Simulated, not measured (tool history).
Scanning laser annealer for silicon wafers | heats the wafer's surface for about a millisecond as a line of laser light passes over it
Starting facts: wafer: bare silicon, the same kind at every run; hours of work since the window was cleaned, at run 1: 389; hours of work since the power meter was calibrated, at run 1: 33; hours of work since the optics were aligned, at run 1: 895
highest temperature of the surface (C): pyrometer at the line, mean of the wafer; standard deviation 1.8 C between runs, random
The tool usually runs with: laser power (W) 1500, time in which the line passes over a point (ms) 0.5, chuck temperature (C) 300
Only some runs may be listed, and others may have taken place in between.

run   hour  laser power (W)  time in which the line passes over a point (ms)  chuck temperature (C)  hours of work since the window was cleaned  hours of work since the power meter was calibrated  hours of work since the optics were aligned  highest temperature of the surface (C)
  1      0             1500                                              0.5                    300                                         389                                                  33                                          895                                     976
  2   10.6             1500                                              0.5                    300                                         397                                                  41                                          904                                     975
  3     21             1500                                              0.5                    268                                         405                                                  49                                          912                                     938
  4   26.8             1500                                              0.5                    300                                         410                                                  54                                          916                                     977
  5   31.5             1500                                              0.5                    300                                         413                                                  58                                          920                                     974
  6     42             1500                                              0.5                    300                                         422                                                  66                                          928                                     971
  7   46.7             1500                                              0.5                    300                                         425                                                  69                                          932                                     971
  8   54.6             1439                                              0.5                    300                                         431                                                  75                                          938                                     940
      64.3  -- window over the wafer cleaned
  9   64.5             1439                                              0.5                    300                                           0                                                  82                                          944                                     973
 10   71.7             1439                                            0.571                    300                                           6                                                  87                                          950                                    1027
 11   78.5             1439                                            0.571                    300                                          11                                                  93                                          955                                    1026
 12   88.3             1439                                            0.571                    300                                          19                                                 100                                          962                                    1022
 13   93.9             1500                                              0.5                    272                                          23                                                 104                                          967                                     979
 14  102.1             1500                                              0.5                    313                                          29                                                 111                                          973                                    1017
 15  111.4             1393                                              0.5                    300                                          37                                                 118                                          980                                     944
 16    120             1500                                              0.5                    300                                          43                                                 125                                          987                                    1003
 17  124.6             1500                                              0.5                    300                                          47                                                 128                                          991                                    1001
 18  133.4             1500                                              0.5                    300                                          54                                                 135                                          997                                     999
 19  142.9             1382                                              0.5                    262                                          61                                                 142                                         1005                                     896
 20  152.2             1382                                              0.5                    321                                          68                                                 150                                         1012                                     960
 21  157.7             1425                                            0.439                    296                                          72                                                 154                                         1016                                     912
 22    163             1561                                             0.52                    300                                          77                                                 158                                         1020                                    1050
 23  168.8             1561                                             0.52                    300                                          81                                                 163                                         1025                                    1054
 24  178.3             1304                                            0.497                    303                                          89                                                 170                                         1032                                     893
 25  186.1             1490                                            0.598                    303                                          95                                                 176                                         1038                                    1067
 26  193.5             1387                                            0.519                    300                                         100                                                 182                                         1044                                     949
 27  200.7             1387                                            0.519                    300                                         106                                                 187                                         1050                                     951
 28  208.4             1387                                            0.519                    300                                         112                                                 193                                         1056                                     948
 29  214.9             1503                                              0.5                    281                                         117                                                 198                                         1061                                     979
 30    223             1303                                              0.5                    268                                         123                                                 205                                         1067                                     856
 31  229.9             1303                                              0.5                    268                                         129                                                 210                                         1072                                     857
 32  239.2             1500                                              0.5                    290                                         136                                                 217                                         1080                                     987
 33  243.7             1500                                              0.5                    290                                         139                                                 221                                         1083                                     984
 34  249.4             1630                                            0.351                    276                                         144                                                 225                                         1088                                     907
 35  256.5             1291                                              0.6                    300                                         149                                                 231                                         1093                                     945

How would selected steps in highest temperature of the surface (C) from run to run divide? Give the signed amount a tool lacking its hidden state would still show from settings, what came in and random variation, and the signed amount left for the hidden state, including any gauge scatter that is not in both of the compared results.
Hidden conditions of the tool in this case: light that passes the window, % of a clean one's; laser's true power over the reading, %; width of the line over the set one, %; drift of the gauge itself on peak_c, C.
Run 8 -> 9: window over the wafer cleaned. highest temperature of the surface (C) +33: hidden state +32, all else +1.
Run 21 -> 22: laser power (W) 1425 -> 1561, time in which the line passes over a point (ms) 0.439 -> 0.52, chuck temperature (C) 296 -> 300. highest temperature of the surface (C) +138: hidden state -5, all else +143.
Run 23 -> 24: laser power (W) 1561 -> 1304, time in which the line passes over a point (ms) 0.52 -> 0.497, chuck temperature (C) 300 -> 303. highest temperature of the surface (C) -161: hidden state +3, all else -164.
Run 24 -> 25: laser power (W) 1304 -> 1490, time in which the line passes over a point (ms) 0.497 -> 0.598. highest temperature of the surface (C) +174: hidden state -5, all else +179.

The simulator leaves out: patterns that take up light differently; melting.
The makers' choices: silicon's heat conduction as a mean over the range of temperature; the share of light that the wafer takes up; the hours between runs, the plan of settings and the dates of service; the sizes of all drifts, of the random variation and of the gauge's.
